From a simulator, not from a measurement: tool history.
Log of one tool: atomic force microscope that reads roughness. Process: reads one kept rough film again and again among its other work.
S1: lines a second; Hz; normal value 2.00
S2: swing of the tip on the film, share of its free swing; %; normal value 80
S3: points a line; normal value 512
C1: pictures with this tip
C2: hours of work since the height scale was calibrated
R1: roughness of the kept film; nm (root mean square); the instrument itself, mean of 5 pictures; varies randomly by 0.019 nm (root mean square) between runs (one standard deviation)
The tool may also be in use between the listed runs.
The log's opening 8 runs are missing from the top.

| run | hour | S1 | S2 | S3 | C1 | C2 | R1 |
|---|---|---|---|---|---|---|---|
| 9 | 78.8 | 2.00 | 80 | 512 | 91 | 213 | 4.000 |
| 10 | 90.6 | 2.00 | 74 | 512 | 114 | 221 | 3.989 |
|  | 92.6 | height scale calibrated on a step standard |
| 11 | 100.8 | 2.00 | 62 | 512 | 133 | 6 | 4.003 |
| 12 | 110.9 | 2.00 | 62 | 846 | 153 | 12 | 3.926 |
| 13 | 117.1 | 2.00 | 62 | 846 | 166 | 17 | 3.869 |
|  | 121.1 | height scale calibrated on a step standard, once more |
|  | 131.4 | new tip fitted |
| 14 | 131.4 | 2.00 | 62 | 846 | 0 | 7 | 4.847 |
| 15 | 143.3 | 2.00 | 62 | 846 | 24 | 15 | 4.681 |
| 16 | 150.3 | 2.00 | 84 | 512 | 38 | 20 | 4.227 |
| 17 | 161.4 | 1.32 | 59 | 435 | 60 | 27 | 4.525 |
| 18 | 167.9 | 1.32 | 59 | 435 | 73 | 32 | 4.404 |
| 19 | 177.3 | 3.81 | 56 | 654 | 92 | 38 | 4.191 |
| 20 | 186.5 | 1.70 | 80 | 512 | 111 | 44 | 3.938 |
| 21 | 196.2 | 1.29 | 62 | 574 | 130 | 51 | 4.060 |
| 22 | 205.4 | 1.29 | 62 | 574 | 149 | 57 | 3.981 |
| 23 | 218.2 | 2.00 | 81 | 512 | 175 | 66 | 3.577 |
| 24 | 224.9 | 2.00 | 74 | 990 | 188 | 71 | 3.628 |
|  | 227.4 | new tip fitted |
| 25 | 234.0 | 2.07 | 70 | 553 | 13 | 76 | 4.663 |
| 26 | 245.1 | 2.07 | 70 | 553 | 36 | 84 | 4.500 |
| 27 | 253.0 | 2.00 | 61 | 257 | 51 | 89 | 4.484 |
| 28 | 258.4 | 1.04 | 61 | 596 | 62 | 93 | 4.523 |
| 29 | 271.4 | 0.74 | 80 | 690 | 88 | 102 | 4.307 |
| 30 | 277.7 | 0.74 | 80 | 690 | 101 | 106 | 4.210 |

Consider 3 possible next runs. They are alternatives, not a sequence: every one starts from the tool as it was left by run 30. What does each give?
| A | 285.4 | 1.75 | 62 | 262 | 117 | 112 | ? |
| B | 285.4 | 2.00 | 80 | 502 | 117 | 112 | ? |
| C | 285.4 | 0.68 | 60 | 565 | 117 | 112 | ? |

| run | R1 |
|---|---|
| A | 4.129 |
| B | 3.897 |
| C | 4.235 |
Stripped of hidden state, with their random variation kept, the same runs would have yielded:
| run | R1 |
|---|---|
| A | 4.894 |
| B | 4.619 |
| C | 5.022 |
